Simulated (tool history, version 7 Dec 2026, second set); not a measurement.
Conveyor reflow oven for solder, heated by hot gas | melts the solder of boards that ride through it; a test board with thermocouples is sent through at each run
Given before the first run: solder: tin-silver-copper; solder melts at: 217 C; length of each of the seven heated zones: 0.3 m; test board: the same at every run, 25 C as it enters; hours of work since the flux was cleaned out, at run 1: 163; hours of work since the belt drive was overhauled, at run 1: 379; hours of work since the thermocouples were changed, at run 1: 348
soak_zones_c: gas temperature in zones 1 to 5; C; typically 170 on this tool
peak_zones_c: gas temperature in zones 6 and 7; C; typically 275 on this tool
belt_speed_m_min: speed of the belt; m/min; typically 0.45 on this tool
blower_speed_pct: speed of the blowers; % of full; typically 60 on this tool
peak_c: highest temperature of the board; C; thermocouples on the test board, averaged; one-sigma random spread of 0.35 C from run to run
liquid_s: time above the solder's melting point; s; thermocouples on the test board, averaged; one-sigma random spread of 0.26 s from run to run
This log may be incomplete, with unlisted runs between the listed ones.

run	hour	soak_zones_c	peak_zones_c	belt_speed_m_min	blower_speed_pct	hours of work since the flux was cleaned out	hours of work since the belt drive was overhauled	hours of work since the thermocouples were changed	peak_c	liquid_s
1	0	170	275	0.45	60	163	379	348	255.5	60.6
2	22.6	170	275	0.45	60	178	395	364	255.8	60.1
3	49.5	170	275	0.45	60	197	413	382	255.4	60.3
4	65.9	170	275	0.45	60	208	424	393	255.6	60.9
5	96.5	170	275	0.45	60	228	444	413	255.4	60.5
# hour 106.2: flux residue cleaned out of gas plates and filters
6	132.2	170	275	0.45	60	18	465	434	255.1	60.5
7	151.6	170	275	0.45	60	31	478	447	256	60.4
8	182.9	172	275	0.45	60	52	499	468	256.5	61.4
9	214.6	172	275	0.45	60	73	521	489	256.1	61.1
10	229.3	170	275	0.44	60	83	530	499	255.9	62.3
11	257.3	170	275	0.45	80	102	549	518	260	64.4
12	278.8	170	282	0.45	80	116	564	533	267.1	68.1
13	312.2	170	275	0.45	60	139	586	555	255.2	60.2
14	341.3	170	270	0.45	60	158	606	575	251.4	56.8
15	360	170	270	0.45	60	171	618	587	251.2	57.5
16	391.1	170	264	0.418	60	192	639	608	248.7	60.4
17	421.2	170	263	0.418	74	212	660	629	251	63.7
18	444.4	170	288	0.45	55	228	675	644	265.1	66.2
# hour 453.3: flux residue cleaned out of gas plates and filters
19	471.4	178	266	0.408	60	12	690	659	252.1	68.7
20	493.4	170	288	0.388	60	27	705	674	272.4	81.8
21	528	170	288	0.388	60	50	728	697	271.9	82
22	558.2	170	288	0.388	60	71	749	717	271.7	81.6
# hour 568.8: belt drive overhauled, speed set with a stopwatch
23	588.2	170	286	0.45	60	88	13	735	265.9	66.7
24	620.8	170	286	0.45	60	110	35	757	265.5	66.6
25	650.6	158	275	0.45	60	130	55	777	253	54.6
# hour 681.2: thermocouples of zones 6 and 7 changed
26	681.7	156	290	0.388	77	150	75	0	276.8	80.2
27	696.4	165	275	0.45	68	160	85	10	256.7	59.7

Run 28 is up next; what results do you expect?
28	725.1	165	275	0.45	68	179	104	30	?	?

Run 28 gave peak_c 257.5 C, liquid_s 60 s.
Were there no unlogged condition in the tool, this run, its random variation unchanged, would have produced peak_c 257.6 C, liquid_s 60.1 s.
